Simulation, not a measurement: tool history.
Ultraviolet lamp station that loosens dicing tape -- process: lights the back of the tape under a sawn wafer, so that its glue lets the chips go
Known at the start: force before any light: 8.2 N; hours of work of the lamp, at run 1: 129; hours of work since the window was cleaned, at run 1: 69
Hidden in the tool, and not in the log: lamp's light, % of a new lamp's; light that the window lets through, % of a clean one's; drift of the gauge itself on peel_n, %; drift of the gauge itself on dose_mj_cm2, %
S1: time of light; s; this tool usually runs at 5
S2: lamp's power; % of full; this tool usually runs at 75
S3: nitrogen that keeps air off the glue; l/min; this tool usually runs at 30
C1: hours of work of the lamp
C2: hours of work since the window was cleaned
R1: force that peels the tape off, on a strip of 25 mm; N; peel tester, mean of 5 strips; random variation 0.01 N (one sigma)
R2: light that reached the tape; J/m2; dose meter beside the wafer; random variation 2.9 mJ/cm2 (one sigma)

run   hour  S1  S2  S3   C1   C2     R1    R2
  1      0   5  75  30  129   69  0.537  3800
  2    6.6   5  75  30  132   72  0.517  3740
  3   15.4   5  75  30  136   76  0.537  3790
  4   23.1   5  75  30  140   80  0.548  3760
  5   29.4   3  75  30  143   83  1.472  2200
  6   35.2   5  82  30  145   85  0.484  4060
  7   45.3   5  75  12  150   90  1.015  3710
  8   51.2   5  68  30  152   92   0.68  3390
  9   55.7   5  75  11  154   95  1.092  3630
 10   63.4   5  75  38  158   98   0.49  3670
 11   72.6   5  75  30  162  102  0.575  3710
 12   82.6   5  75  30  166  107  0.596  3680
 13   92.6   5  75  30  171  111  0.564  3660
 14   96.7   5  75  30  173  113  0.577  3650
 15  105.2   5  75  30  177  117   0.58  3620
 16  110.6   5  75  30  179  119  0.577  3650
 17  118.5   5  75  30  183  123  0.582  3650
 18  127.3   5  85  30  186  127  0.448  4110
 19  136.8   5  85  30  191  131  0.473  4070
 20  145.8   5  85  30  195  135  0.473  4050
 21  151.8   5  75  30  197  138  0.609  3590
 22    157   5  75  30  200  140  0.581  3530
 23  164.7   5  75  30  203  143  0.612  3520
 24  172.3  10  86  22  207  147  0.211  8180
 25  182.3  10  86  22  211  151  0.205  8110
 26  187.7   5  89  42  214  154  0.363  4210
 27  192.1   2  75  23  216  156  2.791  1390
 28  199.5   3  91  30  219  159  1.137  2510
 29  204.4   9  91  45  221  161  0.189  7660
 30    211   3  74  45  224  164  1.373  2070
 31  216.2   3  74  45  226  167   1.43  2090
 32  221.7   6  62  20  229  169  0.831  3460
 33  226.3   5  77  30  231  171  0.592  3570
 34  232.4   4  75  42  234  174  0.853  2760
 35  238.1   4  98  10  236  176  1.133  3630
 36  244.2   3  77  12  239  179  2.354  2120
 37  254.3   3  77  12  244  184  2.475  2140
 38  264.1  10  83  30  248  188  0.195  7520
 39  270.2   4  83  26  251  191  0.936  3030
 40    276   5  76  16  253  193  0.963  3490
 41  281.5   3  69  14  256  196  2.641  1870
 42  286.1   3  69  14  258  198  2.554  1890
 43  294.5   3  69  14  262  202  2.547  1850
 44  299.9   3  76  49  264  204  1.367  2070
 45  304.1   3  76  49  266  206  1.321  2060

Below are 3 alternative next runs, each starting from the tool's condition after run 45. Predict each:
  A   313   3  76  54  270  210   ?   ?
  B   313   5  75  16  270  210   ?   ?
  C   313   2  70  51  270  210   ?   ?

run     R1    R2
  A  1.324  2050
  B  1.017  3380
  C  2.644  1220
What these runs would have given with no unlogged condition in the tool:
run     R1    R2
  A  0.922  2500
  B  0.689  4120
  C  2.077  1490
